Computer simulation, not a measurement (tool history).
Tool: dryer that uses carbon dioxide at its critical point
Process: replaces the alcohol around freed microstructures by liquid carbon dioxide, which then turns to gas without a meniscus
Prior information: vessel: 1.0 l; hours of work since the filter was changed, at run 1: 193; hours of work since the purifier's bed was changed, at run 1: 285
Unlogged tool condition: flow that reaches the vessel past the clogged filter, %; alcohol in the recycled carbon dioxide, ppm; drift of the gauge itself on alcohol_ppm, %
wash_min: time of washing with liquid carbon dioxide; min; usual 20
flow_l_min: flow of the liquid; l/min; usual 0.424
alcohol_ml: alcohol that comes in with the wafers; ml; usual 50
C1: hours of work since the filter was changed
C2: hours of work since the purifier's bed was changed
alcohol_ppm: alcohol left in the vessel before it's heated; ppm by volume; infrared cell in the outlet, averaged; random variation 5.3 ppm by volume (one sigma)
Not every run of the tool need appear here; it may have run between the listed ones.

{"run": 1, "hour": 0.0, "wash_min": 20, "flow_l_min": 0.424, "alcohol_ml": 50, "C1": 193, "C2": 285, "alcohol_ppm": 231}
{"run": 2, "hour": 9.8, "wash_min": 20, "flow_l_min": 0.424, "alcohol_ml": 46, "C1": 200, "C2": 292, "alcohol_ppm": 228}
{"run": 3, "hour": 22.4, "wash_min": 15, "flow_l_min": 0.424, "alcohol_ml": 46, "C1": 209, "C2": 301, "alcohol_ppm": 727}
{"run": 4, "hour": 32.7, "wash_min": 23, "flow_l_min": 0.424, "alcohol_ml": 46, "C1": 217, "C2": 308, "alcohol_ppm": 144}
{"run": 5, "hour": 37.9, "wash_min": 23, "flow_l_min": 0.424, "alcohol_ml": 46, "C1": 220, "C2": 312, "alcohol_ppm": 142}
{"run": 6, "hour": 47.9, "wash_min": 23, "flow_l_min": 0.424, "alcohol_ml": 46, "C1": 228, "C2": 319, "alcohol_ppm": 148}
{"run": 7, "hour": 55.6, "wash_min": 23, "flow_l_min": 0.424, "alcohol_ml": 46, "C1": 233, "C2": 325, "alcohol_ppm": 157}
{"run": 8, "hour": 65.2, "wash_min": 23, "flow_l_min": 0.424, "alcohol_ml": 46, "C1": 240, "C2": 332, "alcohol_ppm": 150}
{"run": 9, "hour": 77.2, "wash_min": 23, "flow_l_min": 0.424, "alcohol_ml": 46, "C1": 248, "C2": 340, "alcohol_ppm": 152}
{"run": 10, "hour": 84.6, "wash_min": 20, "flow_l_min": 0.424, "alcohol_ml": 50, "C1": 254, "C2": 346, "alcohol_ppm": 266}
{"run": 11, "hour": 89.8, "wash_min": 20, "flow_l_min": 0.424, "alcohol_ml": 50, "C1": 257, "C2": 349, "alcohol_ppm": 278}
{"run": 12, "hour": 101.1, "wash_min": 20, "flow_l_min": 0.424, "alcohol_ml": 50, "C1": 265, "C2": 357, "alcohol_ppm": 281}
{"run": 13, "hour": 112.7, "wash_min": 20, "flow_l_min": 0.424, "alcohol_ml": 50, "C1": 274, "C2": 366, "alcohol_ppm": 283}
{"run": 14, "hour": 124.3, "wash_min": 20, "flow_l_min": 0.424, "alcohol_ml": 50, "C1": 282, "C2": 374, "alcohol_ppm": 291}
{"run": 15, "hour": 130.7, "wash_min": 20, "flow_l_min": 0.424, "alcohol_ml": 50, "C1": 287, "C2": 378, "alcohol_ppm": 296}
{"run": 16, "hour": 141.9, "wash_min": 20, "flow_l_min": 0.424, "alcohol_ml": 50, "C1": 295, "C2": 386, "alcohol_ppm": 294}
{"run": 17, "hour": 154.1, "wash_min": 20, "flow_l_min": 0.424, "alcohol_ml": 50, "C1": 303, "C2": 395, "alcohol_ppm": 306}
{"run": 18, "hour": 163.7, "wash_min": 20, "flow_l_min": 0.424, "alcohol_ml": 50, "C1": 310, "C2": 402, "alcohol_ppm": 312}
{"run": 19, "hour": 173.8, "wash_min": 20, "flow_l_min": 0.431, "alcohol_ml": 50, "C1": 317, "C2": 409, "alcohol_ppm": 294}
{"run": 20, "hour": 181.9, "wash_min": 20, "flow_l_min": 0.481, "alcohol_ml": 50, "C1": 323, "C2": 415, "alcohol_ppm": 192}
{"run": 21, "hour": 191.8, "wash_min": 20, "flow_l_min": 0.481, "alcohol_ml": 50, "C1": 330, "C2": 422, "alcohol_ppm": 200}
{"run": 22, "hour": 197.2, "wash_min": 20, "flow_l_min": 0.481, "alcohol_ml": 50, "C1": 334, "C2": 426, "alcohol_ppm": 198}
{"run": 23, "hour": 202.6, "wash_min": 26, "flow_l_min": 0.436, "alcohol_ml": 50, "C1": 338, "C2": 430, "alcohol_ppm": 143}
{"run": 24, "hour": 213.8, "wash_min": 21, "flow_l_min": 0.424, "alcohol_ml": 50, "C1": 346, "C2": 438, "alcohol_ppm": 277}
{"run": 25, "hour": 220.2, "wash_min": 15, "flow_l_min": 0.706, "alcohol_ml": 25, "C1": 351, "C2": 442, "alcohol_ppm": 120}
{"run": 26, "hour": 230.0, "wash_min": 15, "flow_l_min": 0.706, "alcohol_ml": 25, "C1": 357, "C2": 449, "alcohol_ppm": 127}
{"run": 27, "hour": 242.4, "wash_min": 14, "flow_l_min": 0.579, "alcohol_ml": 90, "C1": 366, "C2": 458, "alcohol_ppm": 625}
{"run": 28, "hour": 253.7, "wash_min": 17, "flow_l_min": 0.543, "alcohol_ml": 70, "C1": 374, "C2": 466, "alcohol_ppm": 307}
{"run": 29, "hour": 263.3, "wash_min": 23, "flow_l_min": 0.539, "alcohol_ml": 70, "C1": 381, "C2": 473, "alcohol_ppm": 125}
{"run": 30, "hour": 275.4, "wash_min": 21, "flow_l_min": 0.38, "alcohol_ml": 50, "C1": 390, "C2": 482, "alcohol_ppm": 468}
{"run": 31, "hour": 280.7, "wash_min": 21, "flow_l_min": 0.38, "alcohol_ml": 50, "C1": 394, "C2": 486, "alcohol_ppm": 488}
{"hour": 289.4, "done": "inlet filter changed"}
{"run": 32, "hour": 289.4, "wash_min": 17, "flow_l_min": 0.341, "alcohol_ml": 88, "C1": 0, "C2": 491, "alcohol_ppm": 1552}
{"run": 33, "hour": 301.5, "wash_min": 21, "flow_l_min": 0.424, "alcohol_ml": 20, "C1": 9, "C2": 500, "alcohol_ppm": 139}
{"run": 34, "hour": 309.0, "wash_min": 21, "flow_l_min": 0.424, "alcohol_ml": 21, "C1": 14, "C2": 505, "alcohol_ppm": 146}
{"run": 35, "hour": 317.5, "wash_min": 18, "flow_l_min": 0.286, "alcohol_ml": 28, "C1": 20, "C2": 511, "alcohol_ppm": 870}
{"run": 36, "hour": 325.6, "wash_min": 18, "flow_l_min": 0.286, "alcohol_ml": 28, "C1": 26, "C2": 517, "alcohol_ppm": 865}
{"run": 37, "hour": 331.4, "wash_min": 18, "flow_l_min": 0.286, "alcohol_ml": 28, "C1": 30, "C2": 521, "alcohol_ppm": 887}
{"run": 38, "hour": 343.3, "wash_min": 13, "flow_l_min": 0.531, "alcohol_ml": 103, "C1": 38, "C2": 529, "alcohol_ppm": 823}
{"run": 39, "hour": 348.6, "wash_min": 13, "flow_l_min": 0.531, "alcohol_ml": 103, "C1": 42, "C2": 533, "alcohol_ppm": 842}
{"run": 40, "hour": 356.7, "wash_min": 13, "flow_l_min": 0.531, "alcohol_ml": 103, "C1": 48, "C2": 539, "alcohol_ppm": 836}
{"run": 41, "hour": 362.4, "wash_min": 13, "flow_l_min": 0.531, "alcohol_ml": 103, "C1": 52, "C2": 543, "alcohol_ppm": 848}

Describe how what the log doesn't record of the tool's condition differs between the last listed run preceding each entry between runs and the first listed run following it.
Logged between run 31 and run 32: inlet filter changed (hour 289.4)
  flow that reaches the vessel past the clogged filter, %: 85.3 -> 99.9; alcohol in the recycled carbon dioxide, ppm: 103.4 -> 104.6
  measured less the result without the state, alcohol_ppm: +319 -> +107 ppm by volume
